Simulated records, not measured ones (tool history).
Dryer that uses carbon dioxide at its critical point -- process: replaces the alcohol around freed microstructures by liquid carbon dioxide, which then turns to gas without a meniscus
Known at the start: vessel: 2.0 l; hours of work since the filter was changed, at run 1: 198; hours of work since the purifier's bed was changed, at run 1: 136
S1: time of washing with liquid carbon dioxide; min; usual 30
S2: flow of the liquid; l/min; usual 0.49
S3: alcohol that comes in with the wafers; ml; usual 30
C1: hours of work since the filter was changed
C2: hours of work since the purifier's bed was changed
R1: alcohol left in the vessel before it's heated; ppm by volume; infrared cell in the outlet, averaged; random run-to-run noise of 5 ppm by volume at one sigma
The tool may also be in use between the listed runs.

run,day,S1,S2,S3,C1,C2,R1
1,0,30,0.49,30,198,136,59
2,0.804,30,0.49,85,209,147,106
3,1.325,30,0.49,59,216,155,94
4,2.117,30,0.49,59,227,165,111
5,2.617,30,0.49,59,234,172,99
6,3.133,30,0.49,59,241,179,103
7,3.992,30,0.49,59,253,191,106
8,4.854,30,0.49,59,264,203,108
9,5.592,30,0.49,59,275,213,109
10,6.225,30,0.49,59,283,222,125
11,7.162,30,0.49,59,296,234,125
12,7.971,43,0.49,30,307,246,60
13,9.092,43,0.49,30,322,261,64
14,10.121,30,0.437,30,336,275,147
15,10.929,30,0.49,30,348,286,100
16,12.05,30,0.491,30,363,301,109
17,13.171,30,0.491,30,378,317,113
18,14.162,30,0.491,30,392,330,117
19,15.262,30,0.491,30,407,345,120
20,16.129,30,0.491,30,419,357,123
21,16.683,30,0.491,30,426,365,130
22,17.729,30,0.491,30,441,379,133
23,18.346,30,0.491,30,449,388,127
24,19.442,30,0.491,30,464,402,132
25,20.5,30,0.491,30,478,417,142
26,21.021,28,0.491,23,486,424,146
27,21.554,30,0.746,55,493,431,110
28,22.579,30,0.587,30,507,445,129
29,23.346,30,0.587,30,517,456,123
30,24.442,30,0.587,30,532,471,128
31,25.175,30,0.587,30,542,481,135
# day 26.083: inlet filter changed
32,26.229,46,0.49,30,2,495,125
33,27.158,46,0.49,96,15,508,119
34,28.262,23,0.324,24,30,523,549
35,29.012,40,0.324,24,40,533,165

Run 36 has not been measured yet. What should we expect?
36,29.825,35,0.505,24,51,544,?

Run 36 gave R1 136 ppm by volume.
Had the tool carried no hidden state, the very same run would have given R1 7 ppm by volume.

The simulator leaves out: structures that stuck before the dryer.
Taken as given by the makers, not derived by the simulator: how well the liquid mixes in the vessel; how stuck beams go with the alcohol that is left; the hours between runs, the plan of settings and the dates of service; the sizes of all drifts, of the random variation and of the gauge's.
